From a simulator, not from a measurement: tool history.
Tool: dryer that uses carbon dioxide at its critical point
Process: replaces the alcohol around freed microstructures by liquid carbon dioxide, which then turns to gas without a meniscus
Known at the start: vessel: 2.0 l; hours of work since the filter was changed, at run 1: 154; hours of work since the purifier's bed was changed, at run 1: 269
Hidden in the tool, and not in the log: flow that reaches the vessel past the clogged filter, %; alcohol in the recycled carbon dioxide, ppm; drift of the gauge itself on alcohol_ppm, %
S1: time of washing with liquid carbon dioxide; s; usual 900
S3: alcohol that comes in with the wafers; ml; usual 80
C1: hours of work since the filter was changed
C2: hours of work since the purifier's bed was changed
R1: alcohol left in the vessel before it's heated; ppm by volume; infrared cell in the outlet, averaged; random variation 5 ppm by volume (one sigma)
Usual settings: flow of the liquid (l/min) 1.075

Run 1, hour 0.0: usual settings; C1 154; C2 269. Result: R1 76 ppm by volume.
Run 2, hour 16.2: usual settings but flow of the liquid (l/min) 0.930; C1 165; C2 281. Result: R1 114 ppm by volume.
Run 3, hour 29.4: usual settings but flow of the liquid (l/min) 1.330; C1 175; C2 290. Result: R1 73 ppm by volume.
Run 4, hour 44.8: usual settings; C1 186; C2 301. Result: R1 92 ppm by volume.
Run 5, hour 55.5: usual settings; C1 193; C2 309. Result: R1 92 ppm by volume.
Run 6, hour 67.6: usual settings; C1 202; C2 317. Result: R1 91 ppm by volume.
Run 7, hour 79.0: usual settings; C1 210; C2 325. Result: R1 92 ppm by volume.
Run 8, hour 90.2: usual settings but S1 660 s; C1 218; C2 333. Result: R1 234 ppm by volume.
Run 9, hour 105.4: usual settings but S1 660 s; C1 229; C2 344. Result: R1 236 ppm by volume.
Run 10, hour 113.2: usual settings but S1 660 s; C1 234; C2 350. Result: R1 248 ppm by volume.
Run 11, hour 128.8: usual settings but S1 660 s; C1 246; C2 361. Result: R1 245 ppm by volume.
Run 12, hour 136.1: usual settings but S1 1080 s; C1 251; C2 366. Result: R1 91 ppm by volume.
Run 13, hour 148.8: usual settings but S1 780 s, S3 103 ml; C1 260; C2 375. Result: R1 167 ppm by volume.
Run 14, hour 157.0: usual settings but S1 1020 s, flow of the liquid (l/min) 1.360, S3 27 ml; C1 266; C2 381. Result: R1 86 ppm by volume.
Run 15, hour 166.0: usual settings but flow of the liquid (l/min) 1.410, S3 103 ml; C1 272; C2 387. Result: R1 88 ppm by volume.
Run 16, hour 176.3: usual settings but flow of the liquid (l/min) 1.710, S3 94 ml; C1 279; C2 395. Result: R1 84 ppm by volume.
Run 17, hour 188.5: usual settings but flow of the liquid (l/min) 1.710, S3 30 ml; C1 288; C2 403. Result: R1 95 ppm by volume.
Run 18, hour 203.5: usual settings but S1 600 s, S3 46 ml; C1 299; C2 414. Result: R1 253 ppm by volume.
Run 19, hour 216.7: usual settings but S1 1440 s, flow of the liquid (l/min) 0.930, S3 37 ml; C1 308; C2 424. Result: R1 103 ppm by volume.
Run 20, hour 223.5: usual settings but S1 1440 s, flow of the liquid (l/min) 0.930, S3 37 ml; C1 313; C2 428. Result: R1 94 ppm by volume.
Run 21, hour 232.6: usual settings but S1 1200 s, flow of the liquid (l/min) 1.820, S3 56 ml; C1 320; C2 435. Result: R1 109 ppm by volume.
Run 22, hour 241.9: usual settings but S1 1200 s, flow of the liquid (l/min) 1.820, S3 56 ml; C1 326; C2 442. Result: R1 93 ppm by volume.

Some steps in R1 between neighbouring runs. How much of each would the tool show without its hidden state too (settings, what came in, random variation), and how much is left for the hidden state, with any gauge scatter that isn't in both results?
Run 11 -> 12: S1 660 -> 1080. R1 -154 ppm by volume: hidden state -51, all else -103.
Run 17 -> 18: S1 900 -> 600, flow of the liquid (l/min) 1.710 -> 1.075, S3 30 -> 46. R1 +158 ppm by volume: hidden state +62, all else +96.
Run 18 -> 19: S1 600 -> 1440, flow of the liquid (l/min) 1.075 -> 0.930, S3 46 -> 37. R1 -150 ppm by volume: hidden state -58, all else -92.

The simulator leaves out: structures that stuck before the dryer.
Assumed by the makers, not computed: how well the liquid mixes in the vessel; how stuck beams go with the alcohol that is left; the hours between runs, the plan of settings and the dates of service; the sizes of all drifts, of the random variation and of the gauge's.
